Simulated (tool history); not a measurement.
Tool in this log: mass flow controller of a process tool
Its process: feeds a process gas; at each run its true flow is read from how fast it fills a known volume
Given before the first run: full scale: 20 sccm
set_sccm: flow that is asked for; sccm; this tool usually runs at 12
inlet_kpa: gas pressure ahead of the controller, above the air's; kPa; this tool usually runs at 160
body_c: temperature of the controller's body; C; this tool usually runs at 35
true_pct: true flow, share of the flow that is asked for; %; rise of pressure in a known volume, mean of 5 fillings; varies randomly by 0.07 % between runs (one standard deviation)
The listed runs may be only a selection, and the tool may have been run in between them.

run 1 hour=0.0 | set_sccm=12 inlet_kpa=160 body_c=35 | true_pct=97.60
run 2 hour=255.0 | set_sccm=12 inlet_kpa=235 body_c=35 | true_pct=98.26
run 3 hour=746.2 | set_sccm=12 inlet_kpa=235 body_c=35 | true_pct=98.26
run 4 hour=1063.2 | set_sccm=13 inlet_kpa=160 body_c=35 | true_pct=97.80
run 5 hour=1451.9 | set_sccm=13 inlet_kpa=160 body_c=35 | true_pct=98.05
run 6 hour=1973.1 | set_sccm=13 inlet_kpa=160 body_c=35 | true_pct=97.90
run 7 hour=2212.1 | set_sccm=12 inlet_kpa=228 body_c=35 | true_pct=98.39
run 8 hour=2500.4 | set_sccm=12 inlet_kpa=228 body_c=35 | true_pct=98.56
run 9 hour=2818.7 | set_sccm=12 inlet_kpa=153 body_c=35 | true_pct=98.12
-- hour=3097.6 controller's zero set anew
run 10 hour=3230.2 | set_sccm=12 inlet_kpa=153 body_c=35 | true_pct=98.01
run 11 hour=3475.9 | set_sccm=12 inlet_kpa=153 body_c=35 | true_pct=98.05
run 12 hour=3832.1 | set_sccm=12 inlet_kpa=153 body_c=35 | true_pct=98.03
run 13 hour=4358.9 | set_sccm=12 inlet_kpa=153 body_c=35 | true_pct=98.21
run 14 hour=4586.2 | set_sccm=12 inlet_kpa=153 body_c=36 | true_pct=98.14
run 15 hour=4809.3 | set_sccm=6 inlet_kpa=188 body_c=35 | true_pct=97.68
run 16 hour=5172.9 | set_sccm=6 inlet_kpa=188 body_c=35 | true_pct=97.74
-- hour=5384.2 controller exchanged for a calibrated one
run 17 hour=5583.9 | set_sccm=12 inlet_kpa=201 body_c=35 | true_pct=98.68
run 18 hour=6124.8 | set_sccm=8 inlet_kpa=201 body_c=23 | true_pct=99.14
run 19 hour=6559.5 | set_sccm=8 inlet_kpa=201 body_c=23 | true_pct=99.27
run 20 hour=7066.7 | set_sccm=6 inlet_kpa=202 body_c=32 | true_pct=98.25
run 21 hour=7598.1 | set_sccm=11 inlet_kpa=202 body_c=37 | true_pct=98.49

5 ways to go on from here, each from the tool as it stands after run 21. What would each give?
run A hour=7825.3 | set_sccm=9 inlet_kpa=201 body_c=28 | true_pct=?
run B hour=7825.3 | set_sccm=5 inlet_kpa=214 body_c=25 | true_pct=?
run C hour=7825.3 | set_sccm=9 inlet_kpa=217 body_c=23 | true_pct=?
run D hour=7825.3 | set_sccm=4 inlet_kpa=219 body_c=37 | true_pct=?
run E hour=7825.3 | set_sccm=14 inlet_kpa=150 body_c=38 | true_pct=?

run=A true_pct=99.12
run=B true_pct=98.92
run=C true_pct=99.61
run=D true_pct=97.63
run=E true_pct=98.59
The same runs, with their run-to-run variation unchanged, on a tool lacking any hidden condition would have given:
run=A true_pct=98.07
run=B true_pct=97.88
run=C true_pct=98.56
run=D true_pct=96.60
run=E true_pct=97.54
